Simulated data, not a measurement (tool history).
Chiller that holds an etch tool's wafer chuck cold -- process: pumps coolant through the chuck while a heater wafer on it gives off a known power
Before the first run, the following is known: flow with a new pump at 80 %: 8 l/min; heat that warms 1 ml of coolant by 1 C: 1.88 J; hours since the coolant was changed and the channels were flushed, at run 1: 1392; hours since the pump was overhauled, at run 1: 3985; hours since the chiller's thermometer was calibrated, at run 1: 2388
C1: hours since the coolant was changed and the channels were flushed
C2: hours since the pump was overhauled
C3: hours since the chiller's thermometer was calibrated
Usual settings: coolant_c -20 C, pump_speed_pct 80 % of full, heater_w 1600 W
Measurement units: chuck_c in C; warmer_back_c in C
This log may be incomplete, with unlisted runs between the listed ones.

run 1 day=0 | coolant_c=-20 pump_speed_pct=80 heater_w=1600 | C1=1392 C2=3985 C3=2388 | chuck_c=-6.5 warmer_back_c=6.36
run 2 day=4.496 | coolant_c=-20 pump_speed_pct=80 heater_w=1600 | C1=1499 C2=4093 C3=2496 | chuck_c=-6.4 warmer_back_c=6.36
run 3 day=6.946 | coolant_c=-19 pump_speed_pct=80 heater_w=1600 | C1=1558 C2=4151 C3=2555 | chuck_c=-5.4 warmer_back_c=6.38
run 4 day=10.1 | coolant_c=-19 pump_speed_pct=80 heater_w=1600 | C1=1634 C2=4227 C3=2631 | chuck_c=-5.4 warmer_back_c=6.39
run 5 day=14.867 | coolant_c=-19 pump_speed_pct=80 heater_w=1600 | C1=1748 C2=4342 C3=2745 | chuck_c=-5.5 warmer_back_c=6.37
run 6 day=17.05 | coolant_c=-19 pump_speed_pct=80 heater_w=1600 | C1=1801 C2=4394 C3=2798 | chuck_c=-5.5 warmer_back_c=6.36
run 7 day=19.325 | coolant_c=-19 pump_speed_pct=80 heater_w=1600 | C1=1855 C2=4449 C3=2852 | chuck_c=-5.3 warmer_back_c=6.35
run 8 day=22.542 | coolant_c=-23 pump_speed_pct=80 heater_w=1600 | C1=1933 C2=4526 C3=2929 | chuck_c=-9.4 warmer_back_c=6.34
-- day=23.542 chiller's thermometer calibrated
run 9 day=25 | coolant_c=-23 pump_speed_pct=80 heater_w=1600 | C1=1991 C2=4584 C3=35 | chuck_c=-9.4 warmer_back_c=6.32
run 10 day=29.042 | coolant_c=-20 pump_speed_pct=73 heater_w=1600 | C1=2088 C2=4681 C3=132 | chuck_c=-5.5 warmer_back_c=7
run 11 day=32.896 | coolant_c=-20 pump_speed_pct=73 heater_w=1600 | C1=2180 C2=4773 C3=224 | chuck_c=-5.6 warmer_back_c=7.03
run 12 day=36.154 | coolant_c=-20 pump_speed_pct=73 heater_w=1600 | C1=2258 C2=4851 C3=303 | chuck_c=-5.4 warmer_back_c=6.97
run 13 day=38.933 | coolant_c=-20 pump_speed_pct=80 heater_w=1989 | C1=2325 C2=4918 C3=369 | chuck_c=-3.2 warmer_back_c=7.93
run 14 day=43.217 | coolant_c=-20 pump_speed_pct=80 heater_w=1989 | C1=2428 C2=5021 C3=472 | chuck_c=-3.1 warmer_back_c=7.91
run 15 day=46.15 | coolant_c=-20 pump_speed_pct=80 heater_w=1989 | C1=2498 C2=5091 C3=543 | chuck_c=-3 warmer_back_c=7.89
run 16 day=48.867 | coolant_c=-17 pump_speed_pct=64 heater_w=2072 | C1=2563 C2=5156 C3=608 | chuck_c=3.7 warmer_back_c=10.36
run 17 day=53.729 | coolant_c=-23 pump_speed_pct=66 heater_w=1623 | C1=2680 C2=5273 C3=724 | chuck_c=-6.9 warmer_back_c=7.84
run 18 day=57.404 | coolant_c=-23 pump_speed_pct=66 heater_w=1623 | C1=2768 C2=5361 C3=813 | chuck_c=-7 warmer_back_c=7.81
run 19 day=62.312 | coolant_c=-27 pump_speed_pct=66 heater_w=1067 | C1=2886 C2=5479 C3=930 | chuck_c=-16.3 warmer_back_c=5.11
run 20 day=66.35 | coolant_c=-28 pump_speed_pct=66 heater_w=1613 | C1=2983 C2=5576 C3=1027 | chuck_c=-12.1 warmer_back_c=7.72
run 21 day=69.446 | coolant_c=-28 pump_speed_pct=66 heater_w=1613 | C1=3057 C2=5650 C3=1102 | chuck_c=-12.1 warmer_back_c=7.77
run 22 day=73.825 | coolant_c=-26 pump_speed_pct=66 heater_w=1600 | C1=3162 C2=5756 C3=1207 | chuck_c=-10.3 warmer_back_c=7.67
run 23 day=76.862 | coolant_c=-26 pump_speed_pct=66 heater_w=1600 | C1=3235 C2=5828 C3=1280 | chuck_c=-10.3 warmer_back_c=7.69
run 24 day=80.079 | coolant_c=-23 pump_speed_pct=64 heater_w=1319 | C1=3312 C2=5906 C3=1357 | chuck_c=-9.7 warmer_back_c=6.51
run 25 day=84.579 | coolant_c=-23 pump_speed_pct=64 heater_w=1319 | C1=3420 C2=6014 C3=1465 | chuck_c=-9.6 warmer_back_c=6.5
run 26 day=87.567 | coolant_c=-23 pump_speed_pct=64 heater_w=1319 | C1=3492 C2=6085 C3=1537 | chuck_c=-10 warmer_back_c=6.57
run 27 day=92.825 | coolant_c=-26 pump_speed_pct=80 heater_w=2393 | C1=3618 C2=6212 C3=1663 | chuck_c=-5.7 warmer_back_c=9.54
run 28 day=97.246 | coolant_c=-20 pump_speed_pct=80 heater_w=890 | C1=3724 C2=6318 C3=1769 | chuck_c=-12.4 warmer_back_c=3.42
run 29 day=101.575 | coolant_c=-20 pump_speed_pct=80 heater_w=890 | C1=3828 C2=6422 C3=1873 | chuck_c=-12.4 warmer_back_c=3.34
run 30 day=106.617 | coolant_c=-15 pump_speed_pct=86 heater_w=1600 | C1=3949 C2=6543 C3=1994 | chuck_c=-2 warmer_back_c=5.73

Below, each run's measurement less what the same run would have read without the hidden state. Both values contain the same run-to-run variation, but the gauge's scatter may not be the same in both:
The tool's hidden condition here consists of: heat passed by the chuck's channels, % of clean ones'; flow at a given pump speed, % of a new pump's; coolant's true temperature over the reading, C; drift of the gauge itself on chuck_c, C; drift of the gauge itself on warmer_back_c, C.
run=1 warmer_back_c=+0.01
run=2 warmer_back_c=+0
run=3 warmer_back_c=-0.01
run=4 warmer_back_c=-0.01
run=5 warmer_back_c=-0.02
run=6 warmer_back_c=-0.02
run=7 warmer_back_c=-0.02
run=8 warmer_back_c=-0.03
run=9 warmer_back_c=-0.03
run=10 warmer_back_c=-0.04
run=11 warmer_back_c=-0.04
run=12 warmer_back_c=-0.05
run=13 warmer_back_c=-0.05
run=14 warmer_back_c=-0.06
run=15 warmer_back_c=-0.06
run=16 warmer_back_c=-0.06
run=17 warmer_back_c=-0.07
run=18 warmer_back_c=-0.08
run=19 warmer_back_c=-0.1
run=20 warmer_back_c=-0.1
run=21 warmer_back_c=-0.1
run=22 warmer_back_c=-0.11
run=23 warmer_back_c=-0.11
run=24 warmer_back_c=-0.12
run=25 warmer_back_c=-0.13
run=26 warmer_back_c=-0.13
run=27 warmer_back_c=-0.13
run=28 warmer_back_c=-0.15
run=29 warmer_back_c=-0.16
run=30 warmer_back_c=-0.16
chuck_c without the hidden state stays within 0.1 C of what was measured, in all runs.
